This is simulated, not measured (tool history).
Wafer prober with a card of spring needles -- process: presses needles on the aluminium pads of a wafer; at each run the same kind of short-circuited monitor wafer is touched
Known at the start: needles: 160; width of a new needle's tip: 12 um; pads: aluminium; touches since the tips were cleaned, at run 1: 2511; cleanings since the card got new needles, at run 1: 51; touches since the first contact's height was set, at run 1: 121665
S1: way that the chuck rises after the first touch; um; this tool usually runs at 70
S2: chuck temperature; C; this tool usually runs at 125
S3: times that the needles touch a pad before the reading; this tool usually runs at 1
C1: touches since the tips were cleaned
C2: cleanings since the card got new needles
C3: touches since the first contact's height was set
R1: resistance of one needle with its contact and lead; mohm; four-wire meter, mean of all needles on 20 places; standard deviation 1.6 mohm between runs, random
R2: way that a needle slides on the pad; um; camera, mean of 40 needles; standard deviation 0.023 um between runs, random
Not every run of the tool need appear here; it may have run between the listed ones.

run,hour,S1,S2,S3,C1,C2,C3,R1,R2
1,0.0,70,125,1,2511,51,121665,172,10.19
# hour 19.0: tips cleaned on abrasive film
# hour 46.8: tips cleaned on abrasive film
2,58.4,70,125,1,4107,53,142309,180,10.15
# hour 72.2: tips cleaned on abrasive film
# hour 97.7: tips cleaned on abrasive film
3,97.7,70,125,1,0,55,156168,150,10.15
# hour 127.1: tips cleaned on abrasive film
4,129.0,70,53,1,705,56,167251,153,10.13
# hour 154.4: tips cleaned on abrasive film
5,166.9,70,53,2,4422,57,180644,161,10.12
# hour 180.0: tips cleaned on abrasive film
# hour 190.6: height of the first contact set anew
# hour 205.5: tips cleaned on abrasive film
6,216.2,70,43,1,3775,59,9021,174,9.89
# hour 230.9: tips cleaned on abrasive film
# hour 258.4: tips cleaned on abrasive film
7,279.2,70,43,1,7390,61,31324,183,9.88
# hour 288.4: tips cleaned on abrasive film
# hour 317.3: tips cleaned on abrasive film
8,325.1,70,125,1,2772,63,47526,179,9.83
# hour 341.9: tips cleaned on abrasive film
# hour 369.1: tips cleaned on abrasive film
9,381.9,82,125,1,4544,65,67583,181,11.59
# hour 396.0: tips cleaned on abrasive film
# hour 422.1: tips cleaned on abrasive film
10,422.2,70,125,1,38,67,81810,153,9.77
# hour 448.7: height of the first contact set anew, once more
# hour 448.8: tips cleaned on abrasive film
11,456.0,70,125,1,2575,68,2575,175,10.36
# hour 474.0: tips cleaned on abrasive film
12,492.6,70,30,1,6576,69,15497,181,10.37
# hour 502.2: tips cleaned on abrasive film
# hour 528.1: tips cleaned on abrasive film
13,539.3,70,30,1,3973,71,32014,174,10.35
# hour 555.2: tips cleaned on abrasive film
# hour 580.4: tips cleaned on abrasive film
# hour 607.6: tips cleaned on abrasive film
14,609.1,70,30,1,544,74,56662,149,10.30
# hour 632.5: tips cleaned on abrasive film
15,640.6,70,30,1,2885,75,67799,167,10.27
# hour 658.4: tips cleaned on abrasive film
16,676.6,70,30,1,6445,76,80504,181,10.24
# hour 688.0: tips cleaned on abrasive film
# hour 715.3: tips cleaned on abrasive film
# hour 745.4: tips cleaned on abrasive film
17,751.8,67,30,1,2256,79,107076,166,9.75
# hour 771.2: tips cleaned on abrasive film
# hour 797.9: tips cleaned on abrasive film
18,809.5,67,30,1,4129,81,127477,176,9.75
# hour 826.8: tips cleaned on abrasive film
# hour 854.5: tips cleaned on abrasive film
19,854.5,57,125,3,0,83,143359,154,8.20
# hour 880.2: tips cleaned on abrasive film
20,889.5,57,125,3,3303,84,155753,165,8.18
# hour 908.8: tips cleaned on abrasive film
# hour 939.0: tips cleaned on abrasive film
21,950.5,52,45,2,4082,86,177286,178,7.40
# hour 964.8: tips cleaned on abrasive film
# hour 981.7: height of the first contact set anew
# hour 991.9: tips cleaned on abrasive film
22,993.9,87,43,1,686,88,4287,147,12.92
# hour 1020.1: tips cleaned on abrasive film
# hour 1046.5: tips cleaned on abrasive film
23,1064.7,51,65,1,6448,90,29347,211,7.51
# hour 1076.0: tips cleaned on abrasive film
24,1098.6,50,123,1,8027,91,41345,223,7.35
# hour 1104.9: tips cleaned on abrasive film
# hour 1131.8: tips cleaned on abrasive film
25,1152.6,79,50,3,7381,93,60400,150,11.62

Expected results for the next run?
# hour 1156.6: tips cleaned on abrasive film
# hour 1183.8: tips cleaned on abrasive film
26,1192.2,82,32,1,2979,95,74374,?,?

R1: 161 mohm
R2: 12.08 um
On a tool with no hidden condition, and with the same random variation, this run would have come out at R1 136 mohm, R2 12.21 um.
